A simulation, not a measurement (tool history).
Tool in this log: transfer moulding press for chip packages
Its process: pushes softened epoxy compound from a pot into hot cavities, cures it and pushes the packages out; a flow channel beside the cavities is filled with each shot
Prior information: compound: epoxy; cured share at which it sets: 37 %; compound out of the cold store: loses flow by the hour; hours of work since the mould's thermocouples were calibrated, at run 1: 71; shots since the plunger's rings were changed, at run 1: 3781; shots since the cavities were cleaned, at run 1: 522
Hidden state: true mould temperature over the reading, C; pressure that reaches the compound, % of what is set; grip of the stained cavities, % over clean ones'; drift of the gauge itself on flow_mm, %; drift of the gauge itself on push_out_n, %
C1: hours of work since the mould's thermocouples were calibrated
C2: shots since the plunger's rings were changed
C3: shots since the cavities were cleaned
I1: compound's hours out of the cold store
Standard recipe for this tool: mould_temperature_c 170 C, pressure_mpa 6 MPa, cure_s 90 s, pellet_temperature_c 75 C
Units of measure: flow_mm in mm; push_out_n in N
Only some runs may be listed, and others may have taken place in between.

run 1 hour=0 | mould_temperature_c=170 pressure_mpa=6 cure_s=90 pellet_temperature_c=75 | C1=71 C2=3781 C3=522 | I1=20.4 | flow_mm=964 push_out_n=246
-- hour=3.7 cavities cleaned with cleaning compound and waxed
run 2 hour=7.9 | mould_temperature_c=170 pressure_mpa=6 cure_s=90 pellet_temperature_c=75 | C1=74 C2=3841 C3=39 | I1=42.9 | flow_mm=916 push_out_n=254
run 3 hour=16 | mould_temperature_c=170 pressure_mpa=6 cure_s=119 pellet_temperature_c=75 | C1=78 C2=3916 C3=114 | I1=40.7 | flow_mm=931 push_out_n=199
run 4 hour=25.1 | mould_temperature_c=170 pressure_mpa=6 cure_s=90 pellet_temperature_c=75 | C1=83 C2=4001 C3=199 | I1=21.9 | flow_mm=961 push_out_n=250
run 5 hour=33.3 | mould_temperature_c=170 pressure_mpa=6 cure_s=90 pellet_temperature_c=75 | C1=87 C2=4077 C3=275 | I1=39.7 | flow_mm=925 push_out_n=255
run 6 hour=40 | mould_temperature_c=170 pressure_mpa=6 cure_s=90 pellet_temperature_c=75 | C1=91 C2=4140 C3=338 | I1=45.3 | flow_mm=914 push_out_n=250
run 7 hour=50.1 | mould_temperature_c=170 pressure_mpa=6 cure_s=90 pellet_temperature_c=75 | C1=96 C2=4234 C3=432 | I1=15.8 | flow_mm=986 push_out_n=257
run 8 hour=55.3 | mould_temperature_c=164 pressure_mpa=6 cure_s=90 pellet_temperature_c=75 | C1=99 C2=4283 C3=481 | I1=25.1 | flow_mm=994 push_out_n=376
run 9 hour=61.3 | mould_temperature_c=164 pressure_mpa=6 cure_s=90 pellet_temperature_c=75 | C1=102 C2=4339 C3=537 | I1=33.3 | flow_mm=973 push_out_n=388
-- hour=63.8 cavities cleaned with cleaning compound and waxed
run 10 hour=67.2 | mould_temperature_c=164 pressure_mpa=6 cure_s=90 pellet_temperature_c=75 | C1=104 C2=4380 C3=32 | I1=19 | flow_mm=1009 push_out_n=370
run 11 hour=74.1 | mould_temperature_c=170 pressure_mpa=6 cure_s=90 pellet_temperature_c=80 | C1=108 C2=4444 C3=96 | I1=41.1 | flow_mm=928 push_out_n=244
run 12 hour=81.5 | mould_temperature_c=170 pressure_mpa=6 cure_s=90 pellet_temperature_c=80 | C1=112 C2=4513 C3=165 | I1=30.2 | flow_mm=966 push_out_n=248
run 13 hour=90.2 | mould_temperature_c=170 pressure_mpa=6 cure_s=90 pellet_temperature_c=75 | C1=116 C2=4595 C3=247 | I1=46.1 | flow_mm=923 push_out_n=254
run 14 hour=98.5 | mould_temperature_c=170 pressure_mpa=6 cure_s=90 pellet_temperature_c=75 | C1=121 C2=4672 C3=324 | I1=46.5 | flow_mm=911 push_out_n=260
run 15 hour=106.3 | mould_temperature_c=170 pressure_mpa=6.27 cure_s=90 pellet_temperature_c=73 | C1=125 C2=4744 C3=396 | I1=28.1 | flow_mm=983 push_out_n=257
run 16 hour=114.8 | mould_temperature_c=170 pressure_mpa=4.79 cure_s=71 pellet_temperature_c=75 | C1=129 C2=4824 C3=476 | I1=12.9 | flow_mm=882 push_out_n=494
-- hour=124 cavities cleaned with cleaning compound and waxed
run 17 hour=124.9 | mould_temperature_c=170 pressure_mpa=4.79 cure_s=71 pellet_temperature_c=75 | C1=134 C2=4904 C3=9 | I1=37.6 | flow_mm=837 push_out_n=461
run 18 hour=130.5 | mould_temperature_c=162 pressure_mpa=6.71 cure_s=90 pellet_temperature_c=75 | C1=137 C2=4956 C3=61 | I1=18.7 | flow_mm=1083 push_out_n=467

Predict the results of run 19:
run 19 hour=136.2 | mould_temperature_c=162 pressure_mpa=6.71 cure_s=84 pellet_temperature_c=81 | C1=140 C2=5009 C3=114 | I1=8.8 | flow_mm=? push_out_n=?

flow_mm: 1114 mm
push_out_n: 541 N
The same run, on a tool lacking any hidden state, would have yielded flow_mm 1116 mm, push_out_n 540 N.
